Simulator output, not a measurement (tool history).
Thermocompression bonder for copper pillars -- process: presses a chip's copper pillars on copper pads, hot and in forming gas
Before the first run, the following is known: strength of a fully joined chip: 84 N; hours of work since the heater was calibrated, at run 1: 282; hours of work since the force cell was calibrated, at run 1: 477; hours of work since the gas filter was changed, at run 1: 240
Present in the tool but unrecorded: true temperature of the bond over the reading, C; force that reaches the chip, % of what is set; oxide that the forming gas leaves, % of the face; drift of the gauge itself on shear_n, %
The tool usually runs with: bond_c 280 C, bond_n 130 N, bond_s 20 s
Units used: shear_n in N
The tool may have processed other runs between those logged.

run,hour,bond_c,bond_n,bond_s,hours of work since the heater was calibrated,hours of work since the force cell was calibrated,hours of work since the gas filter was changed,shear_n
1,0,280,130,20,282,477,240,60.3
2,78.9,280,130,29,318,513,276,64.8
3,116.4,280,130,29,335,530,293,64.1
4,165.8,280,130,20,357,552,315,60.2
5,212,280,130,20,378,573,336,59.1
6,276.5,280,130,20,407,602,365,60
7,346.7,299,130,20,439,633,396,68
8,386.9,280,130,45,457,652,415,68.8
9,447.8,280,130,20,484,679,442,58.3
# hour 472.2: forming gas filter changed
10,525.1,280,130,20,519,714,24,61.1
11,578.9,280,130,20,543,738,48,60.8
12,625.5,280,130,20,564,759,69,60.8
13,704.4,280,130,20,600,795,105,61.2
14,769.2,280,130,20,629,824,134,59.3
15,829.8,280,130,20,656,851,161,60.3
16,900.1,280,130,20,688,883,193,59
17,936,280,130,14,704,899,209,54.1
18,971.8,280,130,20,720,915,225,59.4
19,1005.3,280,130,20,735,930,240,58.6
20,1052.5,280,130,20,757,952,262,58.6
21,1106.2,280,130,11,781,976,286,48.4
22,1180.4,287,131,13,814,1009,319,56.7
23,1256.3,251,97,20,849,1043,354,30.8
# hour 1318.4: force cell calibrated
24,1321.5,280,125,40,877,1,382,65
25,1354.8,283,183,11,892,16,397,62.6
26,1407.3,283,183,11,916,40,421,61.4
27,1454.1,283,183,11,937,61,442,61.6
# hour 1479.3: forming gas filter changed
28,1499.9,289,130,20,957,82,9,63.6

What does the tool deliver on the next run?
29,1579.9,298,121,15,994,118,45,?

shear_n: 61.3 N
Minus the tool's unlogged condition, the same run would have read shear_n 65.3 N.
